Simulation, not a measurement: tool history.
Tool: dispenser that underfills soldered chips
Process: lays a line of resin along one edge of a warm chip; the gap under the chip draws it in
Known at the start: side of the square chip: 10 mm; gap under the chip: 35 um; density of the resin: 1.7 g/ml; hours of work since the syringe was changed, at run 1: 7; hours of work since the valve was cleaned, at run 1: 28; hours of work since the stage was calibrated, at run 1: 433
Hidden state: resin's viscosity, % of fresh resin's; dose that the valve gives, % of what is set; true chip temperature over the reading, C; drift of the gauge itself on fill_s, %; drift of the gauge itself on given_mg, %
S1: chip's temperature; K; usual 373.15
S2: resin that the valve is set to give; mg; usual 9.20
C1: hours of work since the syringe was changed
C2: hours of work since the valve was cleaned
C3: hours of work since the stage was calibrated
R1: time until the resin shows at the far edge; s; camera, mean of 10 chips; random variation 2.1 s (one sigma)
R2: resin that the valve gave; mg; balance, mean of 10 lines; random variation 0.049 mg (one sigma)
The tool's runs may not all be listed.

run 1 hour=0.0 | S1=373.15 S2=9.20 | C1=7 C2=28 C3=433 | R1=307.9 R2=8.97
-- hour=1.8 new syringe of resin
-- hour=13.2 new syringe of resin
run 2 hour=17.8 | S1=373.15 S2=9.20 | C1=3 C2=40 C3=445 | R1=237.6 R2=8.93
-- hour=19.9 stage's temperature calibrated
-- hour=25.8 dispensing valve cleaned and set on the balance
-- hour=27.5 new syringe of resin
run 3 hour=30.7 | S1=367.15 S2=9.20 | C1=2 C2=3 C3=7 | R1=313.7 R2=9.21
-- hour=38.9 new syringe of resin
run 4 hour=45.1 | S1=373.15 S2=11.98 | C1=4 C2=14 C3=17 | R1=283.1 R2=11.82
-- hour=51.0 new syringe of resin
-- hour=62.3 new syringe of resin
run 5 hour=62.3 | S1=373.15 S2=11.98 | C1=0 C2=26 C3=29 | R1=208.3 R2=11.79
run 6 hour=69.9 | S1=373.15 S2=11.98 | C1=6 C2=31 C3=35 | R1=301.1 R2=11.77
-- hour=73.8 new syringe of resin
run 7 hour=77.5 | S1=373.15 S2=11.98 | C1=3 C2=36 C3=40 | R1=243.5 R2=11.72
-- hour=85.9 new syringe of resin
-- hour=90.0 dispensing valve cleaned and set on the balance
run 8 hour=95.6 | S1=373.15 S2=11.98 | C1=6 C2=4 C3=52 | R1=315.1 R2=11.94
-- hour=98.8 new syringe of resin
run 9 hour=105.5 | S1=373.15 S2=8.18 | C1=5 C2=11 C3=59 | R1=309.5 R2=8.11
-- hour=110.2 new syringe of resin
run 10 hour=117.2 | S1=374.15 S2=8.18 | C1=5 C2=19 C3=67 | R1=293.0 R2=8.16
-- hour=121.6 new syringe of resin
run 11 hour=129.3 | S1=374.15 S2=8.18 | C1=6 C2=28 C3=76 | R1=310.3 R2=8.01
-- hour=133.9 new syringe of resin
run 12 hour=140.3 | S1=373.15 S2=8.66 | C1=5 C2=35 C3=83 | R1=292.4 R2=8.43
-- hour=145.3 new syringe of resin
run 13 hour=152.3 | S1=373.15 S2=8.66 | C1=5 C2=44 C3=92 | R1=302.2 R2=8.39
-- hour=154.6 dispensing valve cleaned and set on the balance
-- hour=157.8 new syringe of resin
run 14 hour=165.4 | S1=373.15 S2=8.66 | C1=6 C2=8 C3=101 | R1=313.5 R2=8.64
-- hour=170.2 new syringe of resin
run 15 hour=174.7 | S1=373.15 S2=8.66 | C1=3 C2=14 C3=107 | R1=258.4 R2=8.63
-- hour=181.4 new syringe of resin
run 16 hour=191.9 | S1=373.15 S2=9.20 | C1=8 C2=26 C3=119 | R1=353.5 R2=9.04
-- hour=193.7 new syringe of resin
-- hour=204.9 new syringe of resin
run 17 hour=208.6 | S1=373.15 S2=9.20 | C1=3 C2=38 C3=131 | R1=250.7 R2=9.02
-- hour=216.3 new syringe of resin
-- hour=219.4 dispensing valve cleaned and set on the balance
run 18 hour=226.3 | S1=382.15 S2=8.44 | C1=7 C2=5 C3=143 | R1=234.5 R2=8.46
-- hour=229.3 new syringe of resin
-- hour=241.8 new syringe of resin
run 19 hour=242.4 | S1=382.15 S2=8.44 | C1=0 C2=16 C3=154 | R1=153.3 R2=8.34
run 20 hour=251.3 | S1=382.15 S2=8.44 | C1=7 C2=23 C3=160 | R1=242.4 R2=8.33
-- hour=252.8 new syringe of resin
run 21 hour=259.6 | S1=365.15 S2=9.65 | C1=5 C2=28 C3=166 | R1=391.2 R2=9.46
-- hour=265.1 new syringe of resin
run 22 hour=269.1 | S1=387.15 S2=11.92 | C1=3 C2=35 C3=173 | R1=143.0 R2=11.65
-- hour=277.4 new syringe of resin
run 23 hour=281.3 | S1=373.15 S2=9.19 | C1=3 C2=44 C3=181 | R1=249.6 R2=8.80
-- hour=283.3 dispensing valve cleaned and set on the balance
-- hour=290.7 new syringe of resin
run 24 hour=297.0 | S1=359.15 S2=8.63 | C1=5 C2=10 C3=192 | R1=497.1 R2=8.55
-- hour=302.8 new syringe of resin
run 25 hour=312.4 | S1=384.15 S2=9.61 | C1=7 C2=21 C3=203 | R1=220.6 R2=9.34
-- hour=314.5 new syringe of resin
run 26 hour=321.4 | S1=364.15 S2=8.77 | C1=5 C2=27 C3=209 | R1=410.0 R2=8.65
-- hour=325.6 new syringe of resin
run 27 hour=335.3 | S1=363.15 S2=11.02 | C1=7 C2=37 C3=219 | R1=483.9 R2=10.78
-- hour=337.2 new syringe of resin
run 28 hour=343.8 | S1=378.15 S2=10.86 | C1=5 C2=43 C3=225 | R1=227.0 R2=10.43
-- hour=347.7 dispensing valve cleaned and set on the balance
-- hour=350.0 new syringe of resin
run 29 hour=352.6 | S1=378.15 S2=10.86 | C1=2 C2=3 C3=230 | R1=189.4 R2=10.88
-- hour=361.0 new syringe of resin
run 30 hour=369.2 | S1=371.15 S2=9.25 | C1=6 C2=15 C3=242 | R1=321.4 R2=9.16
-- hour=372.7 new syringe of resin
run 31 hour=382.5 | S1=371.15 S2=9.25 | C1=7 C2=25 C3=251 | R1=352.8 R2=9.20
-- hour=383.9 new syringe of resin
-- hour=395.7 new syringe of resin
run 32 hour=398.5 | S1=376.15 S2=9.25 | C1=2 C2=36 C3=263 | R1=207.4 R2=8.97

3 ways to go on from here, each from the tool as it stands after run 32. What would each give?
-- hour=407.9 new syringe of resin
-- hour=412.4 dispensing valve cleaned and set on the balance
run A hour=413.6 | S1=361.15 S2=8.56 | C1=3 C2=1 C3=273 | R1=? R2=?
-- hour=407.9 new syringe of resin
-- hour=412.4 dispensing valve cleaned and set on the balance
run B hour=413.6 | S1=373.15 S2=9.20 | C1=3 C2=1 C3=273 | R1=? R2=?
-- hour=407.9 new syringe of resin
-- hour=412.4 dispensing valve cleaned and set on the balance
run C hour=413.6 | S1=365.15 S2=11.41 | C1=3 C2=1 C3=273 | R1=? R2=?

run=A R1=413.6 R2=8.55
run=B R1=252.0 R2=9.20
run=C R1=338.4 R2=11.50
Without the tool's hidden state the same runs would have given:
run=A R1=346.2 R2=8.53
run=B R1=210.1 R2=9.18
run=C R1=282.9 R2=11.48

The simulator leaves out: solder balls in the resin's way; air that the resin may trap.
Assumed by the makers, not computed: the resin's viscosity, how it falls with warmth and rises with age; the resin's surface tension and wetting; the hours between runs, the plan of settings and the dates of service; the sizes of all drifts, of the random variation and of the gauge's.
